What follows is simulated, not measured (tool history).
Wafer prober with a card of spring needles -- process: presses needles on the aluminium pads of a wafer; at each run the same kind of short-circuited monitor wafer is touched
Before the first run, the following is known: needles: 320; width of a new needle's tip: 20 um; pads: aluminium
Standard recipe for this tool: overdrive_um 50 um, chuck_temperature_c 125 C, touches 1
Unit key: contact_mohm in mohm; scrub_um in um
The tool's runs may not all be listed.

Run 1, hour 0.0: usual settings. Result: contact_mohm 337 mohm, scrub_um 8.44 um.
At hour 1.9: tips cleaned on abrasive film.
At hour 11.0: tips cleaned on abrasive film.
At hour 20.1: tips cleaned on abrasive film.
At hour 29.2: tips cleaned on abrasive film.
At hour 36.5: tips cleaned on abrasive film.
At hour 43.8: tips cleaned on abrasive film.
At hour 52.9: tips cleaned on abrasive film.
Run 2, hour 58.5: usual settings. Result: contact_mohm 337 mohm, scrub_um 8.40 um.
At hour 60.4: tips cleaned on abrasive film.
At hour 62.5: height of the first contact set anew.
At hour 69.8: tips cleaned on abrasive film.
At hour 78.9: tips cleaned on abrasive film.
At hour 86.2: tips cleaned on abrasive film.
At hour 95.3: tips cleaned on abrasive film.
At hour 104.4: tips cleaned on abrasive film.
At hour 113.5: tips cleaned on abrasive film.
At hour 122.6: tips cleaned on abrasive film.
At hour 129.9: tips cleaned on abrasive film.
At hour 137.2: tips cleaned on abrasive film.
At hour 146.3: tips cleaned on abrasive film.
At hour 155.4: tips cleaned on abrasive film.
Run 3, hour 161.0: usual settings but chuck_temperature_c 26 C. Result: contact_mohm 301 mohm, scrub_um 8.42 um.
At hour 162.9: tips cleaned on abrasive film.
At hour 172.0: tips cleaned on abrasive film.
At hour 179.3: tips cleaned on abrasive film.
At hour 188.4: tips cleaned on abrasive film.
At hour 195.7: tips cleaned on abrasive film.
At hour 203.0: tips cleaned on abrasive film.
At hour 212.1: tips cleaned on abrasive film.
At hour 219.4: tips cleaned on abrasive film.
At hour 226.7: tips cleaned on abrasive film.
Run 4, hour 228.1: usual settings but chuck_temperature_c 26 C. Result: contact_mohm 296 mohm, scrub_um 8.41 um.
At hour 235.4: tips cleaned on abrasive film.
At hour 242.7: tips cleaned on abrasive film.
At hour 251.8: tips cleaned on abrasive film.
At hour 259.1: tips cleaned on abrasive film.
At hour 266.5: tips cleaned on abrasive film.
At hour 268.6: height of the first contact set anew.
At hour 275.9: tips cleaned on abrasive film.
At hour 285.0: tips cleaned on abrasive film.
At hour 292.3: tips cleaned on abrasive film.
At hour 299.6: tips cleaned on abrasive film.
Run 5, hour 304.1: usual settings but chuck_temperature_c 26 C. Result: contact_mohm 298 mohm, scrub_um 8.43 um.
At hour 307.8: tips cleaned on abrasive film.
At hour 316.9: tips cleaned on abrasive film.
At hour 324.2: tips cleaned on abrasive film.
At hour 333.3: tips cleaned on abrasive film.
At hour 340.6: tips cleaned on abrasive film.
At hour 349.7: tips cleaned on abrasive film.
At hour 357.0: tips cleaned on abrasive film.
At hour 366.1: tips cleaned on abrasive film.
At hour 373.4: tips cleaned on abrasive film.
At hour 382.5: tips cleaned on abrasive film.
Run 6, hour 382.9: usual settings but chuck_temperature_c 26 C. Result: contact_mohm 297 mohm, scrub_um 8.33 um.
At hour 390.2: tips cleaned on abrasive film.
At hour 399.3: tips cleaned on abrasive film.
At hour 408.4: tips cleaned on abrasive film.
At hour 415.7: tips cleaned on abrasive film.
At hour 424.8: tips cleaned on abrasive film.
At hour 432.1: tips cleaned on abrasive film.
At hour 441.2: tips cleaned on abrasive film.
At hour 448.5: tips cleaned on abrasive film.
At hour 457.6: tips cleaned on abrasive film.
At hour 466.7: tips cleaned on abrasive film.
At hour 474.0: tips cleaned on abrasive film.
At hour 474.3: height of the first contact set anew.
At hour 481.6: tips cleaned on abrasive film.
Run 7, hour 483.6: usual settings but chuck_temperature_c 26 C. Result: contact_mohm 294 mohm, scrub_um 8.37 um.
At hour 489.1: tips cleaned on abrasive film.
At hour 496.4: tips cleaned on abrasive film.
At hour 503.7: tips cleaned on abrasive film.
At hour 512.8: tips cleaned on abrasive film.
At hour 520.1: tips cleaned on abrasive film.
At hour 529.2: tips cleaned on abrasive film.
Run 8, hour 533.3: usual settings but chuck_temperature_c 26 C. Result: contact_mohm 295 mohm, scrub_um 8.37 um.
At hour 537.0: tips cleaned on abrasive film.
At hour 546.1: tips cleaned on abrasive film.
At hour 555.2: tips cleaned on abrasive film.
At hour 562.5: tips cleaned on abrasive film.
At hour 571.6: tips cleaned on abrasive film.
At hour 578.9: tips cleaned on abrasive film.
At hour 586.2: tips cleaned on abrasive film.
At hour 595.3: tips cleaned on abrasive film.
At hour 602.6: tips cleaned on abrasive film.
At hour 609.9: tips cleaned on abrasive film.
Run 9, hour 610.9: usual settings but overdrive_um 57 um, chuck_temperature_c 26 C. Result: contact_mohm 291 mohm, scrub_um 9.54 um.
At hour 618.2: tips cleaned on abrasive film.
At hour 627.3: tips cleaned on abrasive film.
At hour 634.6: tips cleaned on abrasive film.
At hour 643.7: tips cleaned on abrasive film.
At hour 652.8: tips cleaned on abrasive film.
At hour 661.9: tips cleaned on abrasive film.
At hour 669.2: tips cleaned on abrasive film.
At hour 678.3: tips cleaned on abrasive film.
At hour 680.4: height of the first contact set anew.
At hour 685.9: tips cleaned on abrasive film.
Run 10, hour 690.3: usual settings but overdrive_um 48 um, chuck_temperature_c 61 C. Result: contact_mohm 312 mohm, scrub_um 8.05 um.
At hour 694.1: tips cleaned on abrasive film.
At hour 703.2: tips cleaned on abrasive film.
At hour 712.3: tips cleaned on abrasive film.
At hour 719.6: tips cleaned on abrasive film.
At hour 728.7: tips cleaned on abrasive film.
At hour 737.8: tips cleaned on abrasive film.
At hour 746.9: tips cleaned on abrasive film.
At hour 756.0: tips cleaned on abrasive film.
At hour 765.1: tips cleaned on abrasive film.
Run 11, hour 765.8: usual settings but overdrive_um 56 um, chuck_temperature_c 38 C. Result: contact_mohm 294 mohm, scrub_um 9.36 um.

Forecast run 12:
At hour 773.1: tips cleaned on abrasive film.
At hour 782.2: tips cleaned on abrasive film.
At hour 791.3: tips cleaned on abrasive film.
At hour 800.4: tips cleaned on abrasive film.
At hour 809.5: tips cleaned on abrasive film.
At hour 816.9: tips cleaned on abrasive film.
At hour 826.0: tips cleaned on abrasive film.
At hour 833.3: tips cleaned on abrasive film.
At hour 840.6: tips cleaned on abrasive film.
At hour 849.7: tips cleaned on abrasive film.
At hour 858.8: tips cleaned on abrasive film.
Run 12, hour 862.1: usual settings but overdrive_um 44 um, chuck_temperature_c 95 C, touches 3. Result: contact_mohm ?, scrub_um ?.

{"run 12": {"contact_mohm": 334, "scrub_um": 7.39}}
If the tool had no hidden condition, the same run with the same run-to-run variation would have returned contact_mohm 334 mohm, scrub_um 7.46 um.

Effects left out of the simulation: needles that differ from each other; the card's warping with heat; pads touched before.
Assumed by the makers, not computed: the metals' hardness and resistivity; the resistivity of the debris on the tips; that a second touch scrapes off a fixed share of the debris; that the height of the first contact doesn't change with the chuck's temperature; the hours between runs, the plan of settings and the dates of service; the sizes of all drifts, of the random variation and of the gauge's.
